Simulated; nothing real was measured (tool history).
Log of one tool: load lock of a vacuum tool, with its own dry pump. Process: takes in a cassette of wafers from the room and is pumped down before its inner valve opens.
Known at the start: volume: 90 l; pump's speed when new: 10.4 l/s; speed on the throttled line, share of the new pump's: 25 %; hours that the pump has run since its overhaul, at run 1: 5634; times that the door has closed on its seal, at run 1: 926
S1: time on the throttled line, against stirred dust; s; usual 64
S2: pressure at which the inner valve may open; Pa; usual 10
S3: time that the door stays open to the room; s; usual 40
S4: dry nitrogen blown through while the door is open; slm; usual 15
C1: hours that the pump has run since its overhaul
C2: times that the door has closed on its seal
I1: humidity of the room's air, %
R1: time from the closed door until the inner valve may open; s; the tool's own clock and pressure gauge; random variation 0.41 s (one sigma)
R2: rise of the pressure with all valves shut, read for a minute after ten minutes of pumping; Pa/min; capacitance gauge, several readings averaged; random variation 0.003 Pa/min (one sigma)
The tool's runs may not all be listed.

run,hour,S1,S2,S3,S4,C1,C2,I1,R1,R2
1,0,64,10,40,15,5634,926,45.9,133.8,0.017
2,125.2,64,12,40,15,5759,1352,46.6,132,0.026
3,248.7,64,12,40,15,5882,1773,43.3,132,0.023
4,376,64,18,40,15,6010,2206,47.6,128.5,0.031
5,488.8,64,18,40,15,6122,2590,45.3,128.2,0.035
6,617.6,64,18,40,15,6251,3029,44.8,127.4,0.037
7,690.8,81,10,40,15,6324,3278,47.3,146.9,0.03
8,837.6,81,10,40,15,6471,3778,44.5,147.2,0.039
9,925.9,64,18,40,15,6560,4079,46,127.9,0.039
10,997.5,64,18,40,15,6631,4323,46.7,128.6,0.038
11,1102.8,64,18,40,15,6736,4681,46,128.4,0.036
12,1235.3,64,18,40,15,6869,5133,48.9,128.4,0.044
13,1331.1,64,10,40,27,6965,5459,42.1,134.3,0.038
14,1479.9,64,10,40,15,7114,5966,44.4,135.3,0.048
15,1653.9,64,10,40,15,7288,6558,47.7,135.5,0.059
16,1735.5,64,10,40,15,7369,6836,47.3,134.7,0.055
17,1892.3,64,10,40,15,7526,7370,47.1,135,0.06
18,1964.2,64,10,40,15,7598,7615,44.3,134.7,0.063
19,2099.2,64,19,40,6,7733,8075,44.9,128.3,0.065
20,2172.8,64,19,40,6,7806,8325,41.6,127.6,0.071
21,2256.6,64,19,40,6,7890,8611,42.9,128.8,0.074
22,2424.4,64,19,40,6,8058,9182,45.9,129.6,0.08
23,2585.6,118,10,225,15,8219,9731,45.2,175.3,0.088
24,2663.5,118,10,225,15,8297,9997,44.3,174.7,0.089
25,2764.1,118,15,27,14,8398,10339,44,171.3,0.074
26,2867.5,72,10,127,9,8501,10691,47,142,0.098
27,2987.8,64,10,40,5,8621,11101,46.3,136,0.091
28,3163,64,13,172,14,8797,11698,44.3,133.9,0.095
29,3308.6,64,13,172,14,8942,12194,43.7,134.1,0.106
30,3380.7,64,13,172,14,9014,12439,43.3,134,0.105
31,3524,94,10,40,40,9158,12927,45,158.2,0.087
32,3642.7,94,16,148,40,9276,13332,45.2,153.5,0.097
33,3738.5,94,16,148,8,9372,13658,48.3,153.9,0.126
34,3901.2,47,16,74,15,9535,14212,45.7,120,0.114
35,3990,64,10,100,8,9624,14514,42.3,137.1,0.119
36,4131.5,64,10,40,15,9765,14996,41.9,137.2,0.11

Hidden state or all else? Some run-to-run changes of R1, split into what the settings, what came in and random variation would give without the hidden state, and what is left for the hidden state (with any gauge scatter that isn't in both results):
The hidden state here: pump's speed, % of a new pump's; leak at the door's seal, Pa l/s; drift of the gauge itself on ready_s, %; drift of the gauge itself on rise_pa_min, %.
Run 12 -> 13: S2 18 -> 10, S4 15 -> 27. R1 +5.9 s: hidden state +0.7, all else +5.2.
Run 22 -> 23: S1 64 -> 118, S2 19 -> 10, S3 40 -> 225, S4 6 -> 15. R1 +45.7 s: hidden state -0.6, all else +46.3.
Run 25 -> 26: S1 118 -> 72, S2 15 -> 10, S3 27 -> 127, S4 14 -> 9. R1 -29.3 s: hidden state +1.6, all else -30.9.
Run 33 -> 34: S1 94 -> 47, S3 148 -> 74, S4 8 -> 15. R1 -33.9 s: hidden state +1.4, all else -35.3.

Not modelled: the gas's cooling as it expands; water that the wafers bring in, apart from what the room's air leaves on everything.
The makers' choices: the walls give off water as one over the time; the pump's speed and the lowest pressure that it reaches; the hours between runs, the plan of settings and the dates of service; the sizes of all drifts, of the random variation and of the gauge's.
